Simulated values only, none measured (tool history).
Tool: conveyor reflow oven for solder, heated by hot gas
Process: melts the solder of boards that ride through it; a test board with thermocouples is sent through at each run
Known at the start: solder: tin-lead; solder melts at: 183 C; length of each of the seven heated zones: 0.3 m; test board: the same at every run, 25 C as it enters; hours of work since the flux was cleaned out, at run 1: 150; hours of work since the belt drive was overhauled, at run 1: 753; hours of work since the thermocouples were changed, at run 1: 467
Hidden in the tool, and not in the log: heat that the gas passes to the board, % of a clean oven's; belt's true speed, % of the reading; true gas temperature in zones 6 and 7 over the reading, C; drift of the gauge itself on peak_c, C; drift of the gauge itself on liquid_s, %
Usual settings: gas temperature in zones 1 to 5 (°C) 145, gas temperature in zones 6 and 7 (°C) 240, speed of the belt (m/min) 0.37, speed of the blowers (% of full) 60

| run | hour | gas temperature in zones 1 to 5 (°C) | gas temperature in zones 6 and 7 (°C) | speed of the belt (m/min) | speed of the blowers (% of full) | hours of work since the flux was cleaned out | hours of work since the belt drive was overhauled | hours of work since the thermocouples were changed | highest temperature of the board (°C) | time above the solder's melting point (s) |
|---|---|---|---|---|---|---|---|---|---|---|
| 1 | 0 | 145 | 240 | 0.37 | 60 | 150 | 753 | 467 | 224.6 | 82.8 |
| 2 | 23.5 | 145 | 240 | 0.37 | 60 | 167 | 770 | 484 | 224.7 | 82.6 |
| 3 | 40.4 | 145 | 240 | 0.37 | 60 | 180 | 782 | 496 | 224.7 | 82.8 |
|  | 68.4 | flux residue cleaned out of gas plates and filters |
| 4 | 70.8 | 145 | 240 | 0.37 | 60 | 2 | 800 | 514 | 224.8 | 82.7 |
| 5 | 83.2 | 145 | 248 | 0.37 | 60 | 11 | 809 | 523 | 232 | 87.8 |
| 6 | 107.5 | 145 | 240 | 0.37 | 60 | 28 | 827 | 541 | 224.7 | 82.8 |
| 7 | 134.5 | 145 | 240 | 0.37 | 60 | 48 | 846 | 560 | 224.6 | 82.6 |
| 8 | 160.3 | 145 | 241 | 0.37 | 60 | 67 | 865 | 579 | 225.8 | 83.3 |
| 9 | 176.7 | 145 | 240 | 0.37 | 82 | 78 | 877 | 591 | 229 | 86.3 |
| 10 | 194.8 | 145 | 240 | 0.37 | 86 | 92 | 890 | 604 | 229.5 | 86.6 |
| 11 | 208.7 | 145 | 240 | 0.37 | 60 | 102 | 900 | 614 | 224.6 | 82.9 |
| 12 | 222 | 145 | 240 | 0.37 | 60 | 111 | 910 | 624 | 224.5 | 83 |
| 13 | 240.5 | 145 | 240 | 0.37 | 60 | 125 | 923 | 637 | 224.6 | 82.8 |
| 14 | 264.3 | 145 | 240 | 0.37 | 60 | 142 | 941 | 654 | 224.9 | 82.8 |
| 15 | 287 | 145 | 240 | 0.37 | 60 | 158 | 957 | 671 | 224.5 | 82.6 |
| 16 | 302.6 | 145 | 240 | 0.37 | 60 | 170 | 968 | 682 | 224.6 | 82.9 |
|  | 311.6 | thermocouples of zones 6 and 7 changed |
| 17 | 323.5 | 145 | 240 | 0.37 | 51 | 183 | 982 | 9 | 222.2 | 80.7 |
|  | 346.9 | flux residue cleaned out of gas plates and filters |
| 18 | 355.9 | 145 | 240 | 0.37 | 51 | 7 | 1002 | 28 | 222.3 | 80.6 |
| 19 | 379.5 | 152 | 240 | 0.37 | 73 | 24 | 1019 | 46 | 228.4 | 89 |
| 20 | 402.7 | 152 | 240 | 0.37 | 73 | 40 | 1036 | 62 | 228.5 | 88.8 |
| 21 | 414.4 | 134 | 239 | 0.37 | 60 | 49 | 1044 | 71 | 222.2 | 75.6 |
| 22 | 435.7 | 134 | 241 | 0.375 | 60 | 64 | 1060 | 86 | 223.1 | 75.5 |
| 23 | 455 | 148 | 231 | 0.428 | 67 | 78 | 1074 | 100 | 214.4 | 64.6 |
| 24 | 466.5 | 148 | 231 | 0.428 | 67 | 87 | 1082 | 109 | 214.7 | 64.6 |
| 25 | 478.7 | 145 | 232 | 0.37 | 55 | 96 | 1091 | 117 | 216.5 | 75.4 |
|  | 496 | belt drive overhauled, speed set with a stopwatch |
| 26 | 510.1 | 141 | 253 | 0.346 | 55 | 115 | 10 | 137 | 236.3 | 95.4 |
| 27 | 528.6 | 141 | 253 | 0.346 | 55 | 129 | 24 | 151 | 236.8 | 95.2 |
| 28 | 544.5 | 135 | 239 | 0.348 | 85 | 140 | 35 | 162 | 228.7 | 87.5 |
| 29 | 562.3 | 156 | 240 | 0.305 | 86 | 153 | 48 | 175 | 234.4 | 114.4 |
| 30 | 590.8 | 134 | 252 | 0.402 | 80 | 174 | 69 | 196 | 235.2 | 78.7 |

Forecast each of these 5 alternatives for the next run:
| A | 606.8 | 133 | 247 | 0.368 | 80 | 185 | 80 | 207 | ? | ? |
| B | 606.8 | 133 | 252 | 0.402 | 80 | 185 | 80 | 207 | ? | ? |
| C | 606.8 | 142 | 235 | 0.402 | 74 | 185 | 80 | 207 | ? | ? |
| D | 606.8 | 139 | 246 | 0.307 | 80 | 185 | 80 | 207 | ? | ? |
| E | 606.8 | 145 | 240 | 0.366 | 60 | 185 | 80 | 207 | ? | ? |

| run | highest temperature of the board (°C) | time above the solder's melting point (s) |
|---|---|---|
| A | 233.7 | 84.6 |
| B | 234.9 | 78.1 |
| C | 220.3 | 71.5 |
| D | 237.9 | 107.6 |
| E | 225.1 | 83.7 |
Without the tool's hidden state the same runs would have given:
| run | highest temperature of the board (°C) | time above the solder's melting point (s) |
|---|---|---|
| A | 233.7 | 84.6 |
| B | 235 | 78.2 |
| C | 220.4 | 71.6 |
| D | 238 | 107.6 |
| E | 225.1 | 83.7 |

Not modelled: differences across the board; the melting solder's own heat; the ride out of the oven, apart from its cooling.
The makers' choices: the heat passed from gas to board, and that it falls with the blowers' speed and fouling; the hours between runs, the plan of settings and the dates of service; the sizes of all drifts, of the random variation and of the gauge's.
